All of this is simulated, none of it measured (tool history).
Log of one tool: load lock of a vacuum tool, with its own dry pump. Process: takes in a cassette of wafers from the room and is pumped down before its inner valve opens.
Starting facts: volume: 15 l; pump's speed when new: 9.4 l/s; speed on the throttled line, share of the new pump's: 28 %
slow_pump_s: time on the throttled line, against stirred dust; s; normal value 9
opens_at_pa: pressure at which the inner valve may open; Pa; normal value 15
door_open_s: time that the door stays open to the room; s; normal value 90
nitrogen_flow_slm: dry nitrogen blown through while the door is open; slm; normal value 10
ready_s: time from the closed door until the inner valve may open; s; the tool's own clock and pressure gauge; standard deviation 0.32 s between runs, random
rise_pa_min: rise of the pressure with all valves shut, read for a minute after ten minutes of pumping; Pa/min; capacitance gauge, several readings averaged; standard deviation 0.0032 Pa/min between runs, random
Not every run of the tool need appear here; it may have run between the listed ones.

| run | hour | slow_pump_s | opens_at_pa | door_open_s | nitrogen_flow_slm | incoming humidity of the room's air, % | ready_s | rise_pa_min |
|---|---|---|---|---|---|---|---|---|
| 1 | 0 | 9 | 15 | 90 | 10 | 44.4 | 21.6 | 0.182 |
| 2 | 67.7 | 9 | 15 | 90 | 10 | 43.1 | 21.2 | 0.175 |
| 3 | 147.8 | 9 | 15 | 90 | 10 | 44.3 | 21.3 | 0.182 |
| 4 | 290.5 | 9 | 15 | 90 | 10 | 46.4 | 21.8 | 0.187 |
| 5 | 416.4 | 9 | 15 | 90 | 10 | 43.2 | 22.5 | 0.185 |
| 6 | 570.3 | 9 | 15 | 72 | 10 | 44.3 | 21.8 | 0.186 |
| 7 | 679.2 | 9 | 15 | 90 | 6 | 41.4 | 21.7 | 0.198 |
| 8 | 819.8 | 9 | 15 | 90 | 6 | 45.4 | 22.4 | 0.214 |
| 9 | 903.6 | 9 | 15 | 124 | 10 | 45.2 | 21.9 | 0.214 |
| 10 | 982.8 | 9 | 15 | 124 | 10 | 43.1 | 22 | 0.223 |
| 11 | 1108.2 | 9 | 15 | 90 | 10 | 44.4 | 22.3 | 0.209 |
| 12 | 1175.8 | 9 | 15 | 90 | 10 | 42.8 | 22.3 | 0.204 |
| 13 | 1305.8 | 13 | 15 | 44 | 19 | 44.8 | 25.2 | 0.169 |
| 14 | 1404.7 | 5 | 18 | 146 | 18 | 46.4 | 19.2 | 0.217 |
| 15 | 1474.6 | 5 | 17 | 54 | 4 | 48.9 | 18.3 | 0.213 |
| 16 | 1615.1 | 18 | 25 | 204 | 10 | 40.3 | 27.1 | 0.243 |
| 17 | 1741 | 18 | 25 | 204 | 10 | 42.9 | 27.2 | 0.257 |
| 18 | 1898.1 | 18 | 25 | 204 | 10 | 48.8 | 27.5 | 0.275 |
| 19 | 1991 | 18 | 28 | 204 | 10 | 46.7 | 26.9 | 0.266 |
| 20 | 2139.1 | 9 | 15 | 90 | 8 | 44 | 22.3 | 0.231 |
| 21 | 2214.6 | 9 | 13 | 90 | 35 | 42.2 | 21.9 | 0.18 |

Alternative continuations, all from the tool just after run 21; predict every row:
| A | 2343.2 | 7 | 15 | 64 | 10 | 46.9 | ? | ? |
| B | 2343.2 | 5 | 13 | 90 | 35 | 46.9 | ? | ? |
| C | 2343.2 | 9 | 15 | 90 | 4 | 45.2 | ? | ? |
| D | 2343.2 | 4 | 17 | 62 | 10 | 43.3 | ? | ? |
| E | 2343.2 | 11 | 24 | 90 | 12 | 45.3 | ? | ? |

| run | ready_s | rise_pa_min |
|---|---|---|
| A | 21.2 | 0.219 |
| B | 19.7 | 0.196 |
| C | 22.5 | 0.254 |
| D | 18.2 | 0.216 |
| E | 22.7 | 0.236 |
Stripped of hidden state, with their random variation kept, the same runs would have yielded:
| run | ready_s | rise_pa_min |
|---|---|---|
| A | 19.7 | 0.105 |
| B | 18.1 | 0.083 |
| C | 21 | 0.14 |
| D | 16.6 | 0.104 |
| E | 21.4 | 0.121 |
